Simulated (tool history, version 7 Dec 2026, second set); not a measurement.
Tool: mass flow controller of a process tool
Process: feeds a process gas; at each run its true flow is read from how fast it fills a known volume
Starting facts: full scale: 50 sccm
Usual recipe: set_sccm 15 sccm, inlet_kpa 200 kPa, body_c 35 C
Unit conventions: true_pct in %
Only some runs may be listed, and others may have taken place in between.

Run 1, hour 0: usual settings. Result: true_pct 97.17 %.
Run 2, hour 405.1: usual settings. Result: true_pct 96.94 %.
Run 3, hour 771.6: usual settings. Result: true_pct 96.77 %.
Run 4, hour 1066.4: usual settings. Result: true_pct 96.38 %.
Run 5, hour 1573.1: usual settings. Result: true_pct 96.04 %.
Run 6, hour 2048.7: usual settings. Result: true_pct 95.61 %.
Run 7, hour 2279.3: usual settings but body_c 36 C. Result: true_pct 95.42 %.
Run 8, hour 2662.2: usual settings but inlet_kpa 241 kPa, body_c 36 C. Result: true_pct 95.34 %.
Run 9, hour 2930.4: usual settings. Result: true_pct 94.93 %.
Run 10, hour 3155.8: usual settings. Result: true_pct 94.72 %.
Run 11, hour 3675.2: usual settings. Result: true_pct 94.37 %.
Run 12, hour 4145: usual settings but inlet_kpa 145 kPa. Result: true_pct 93.98 %.
Run 13, hour 4594: usual settings but body_c 32 C. Result: true_pct 93.44 %.
Run 14, hour 4886.3: usual settings but set_sccm 8 sccm. Result: true_pct 90.2 %.
Run 15, hour 5253.4: usual settings but set_sccm 8 sccm. Result: true_pct 89.68 %.
Run 16, hour 5770.2: usual settings but set_sccm 8 sccm. Result: true_pct 89.06 %.
Run 17, hour 6292.4: usual settings but set_sccm 8 sccm. Result: true_pct 88.36 %.
Run 18, hour 6631: usual settings but set_sccm 8 sccm. Result: true_pct 87.92 %.
Run 19, hour 7185.5: usual settings. Result: true_pct 91.57 %.
At hour 7219.6: controller's zero set anew.
Run 20, hour 7663.1: usual settings. Result: true_pct 88.51 %.
At hour 8006.7: controller exchanged for a calibrated one.
Run 21, hour 8037: usual settings but body_c 30 C. Result: true_pct 98.24 %.
Run 22, hour 8335.1: usual settings but body_c 30 C. Result: true_pct 97.92 %.
Run 23, hour 8809.9: usual settings but body_c 30 C. Result: true_pct 97.41 %.
At hour 8929.8: controller's zero set anew, once more.
Run 24, hour 9296.7: usual settings but body_c 30 C. Result: true_pct 97.76 %.
Run 25, hour 9752: usual settings but set_sccm 28 sccm, inlet_kpa 208 kPa, body_c 23 C. Result: true_pct 97.98 %.
Run 26, hour 10153.9: usual settings but set_sccm 6 sccm, inlet_kpa 171 kPa, body_c 27 C. Result: true_pct 95.3 %.
Run 27, hour 10460.3: usual settings but set_sccm 6 sccm, inlet_kpa 171 kPa, body_c 27 C. Result: true_pct 94.72 %.
Run 28, hour 10812.8: usual settings but set_sccm 9 sccm, inlet_kpa 177 kPa, body_c 29 C. Result: true_pct 95.36 %.
Run 29, hour 11311.6: usual settings but set_sccm 9 sccm, inlet_kpa 177 kPa, body_c 29 C. Result: true_pct 94.94 %.
Run 30, hour 11707: usual settings but set_sccm 9 sccm, inlet_kpa 177 kPa, body_c 29 C. Result: true_pct 94.3 %.
Run 31, hour 12086.9: usual settings but set_sccm 8 sccm, inlet_kpa 160 kPa. Result: true_pct 93.61 %.
Run 32, hour 12451.8: usual settings but set_sccm 12 sccm, inlet_kpa 225 kPa, body_c 33 C. Result: true_pct 94.63 %.
Run 33, hour 12809.5: usual settings but set_sccm 8 sccm, inlet_kpa 180 kPa. Result: true_pct 92.73 %.
Run 34, hour 13048.8: usual settings but inlet_kpa 166 kPa, body_c 22 C. Result: true_pct 94.25 %.
Run 35, hour 13281.8: usual settings but inlet_kpa 166 kPa, body_c 22 C. Result: true_pct 94.1 %.
Run 36, hour 13650.3: usual settings but inlet_kpa 213 kPa, body_c 22 C. Result: true_pct 93.94 %.
Run 37, hour 14129.5: usual settings but set_sccm 9 sccm, inlet_kpa 238 kPa. Result: true_pct 91.83 %.
Run 38, hour 14568.4: usual settings but body_c 37 C. Result: true_pct 93.83 %.
Run 39, hour 15038: usual settings but set_sccm 45 sccm. Result: true_pct 97.06 %.
Run 40, hour 15550.1: usual settings but body_c 24 C. Result: true_pct 92.46 %.
Run 41, hour 15918: usual settings but inlet_kpa 259 kPa, body_c 26 C. Result: true_pct 92.27 %.
Run 42, hour 16447.6: usual settings but inlet_kpa 259 kPa, body_c 26 C. Result: true_pct 91.91 %.
Run 43, hour 17009.1: usual settings but set_sccm 6 sccm, inlet_kpa 144 kPa, body_c 20 C. Result: true_pct 83.87 %.
Run 44, hour 17238.3: usual settings but set_sccm 14 sccm, inlet_kpa 144 kPa. Result: true_pct 91.04 %.
At hour 17395: controller exchanged for a calibrated one.
Run 45, hour 17678.7: usual settings but set_sccm 10 sccm, inlet_kpa 144 kPa, body_c 37 C. Result: true_pct 97.75 %.
Run 46, hour 17906.7: usual settings but set_sccm 10 sccm, inlet_kpa 144 kPa, body_c 37 C. Result: true_pct 97.66 %.
Run 47, hour 18207.8: usual settings but inlet_kpa 144 kPa, body_c 31 C. Result: true_pct 97.7 %.
Run 48, hour 18438.1: usual settings but body_c 34 C. Result: true_pct 97.62 %.

What would each run have given without the hidden state, its run-to-run variation left as it was?
What the log doesn't record here: flow at rest that the sensor doesn't see, % of full scale; true flow over the shown one, %; drift of the gauge itself on true_pct, %.
run  true_pct
  1     98.27
  2     98.37
  3      98.5
  4     98.35
  5     98.42
  6     98.39
  7     98.39
  8      98.6
  9     98.39
 10     98.36
 11     98.43
 12     98.38
 13     98.21
 14     98.05
 15     97.99
 16     98.04
 17     97.97
 18     97.97
 19     98.44
 20     98.47
 21     98.28
 22     98.19
 23     98.08
 24     98.33
 25     98.71
 26     97.53
 27     97.45
 28     97.81
 29     97.98
 30     97.78
 31      97.9
 32     98.21
 33     97.95
 34     97.84
 35     97.87
 36     97.99
 37     98.11
 38     98.62
 39    100.04
 40     98.06
 41     98.18
 42     98.23
 43     97.15
 44     98.32
 45     97.99
 46     98.13
 47     98.26
 48     98.36
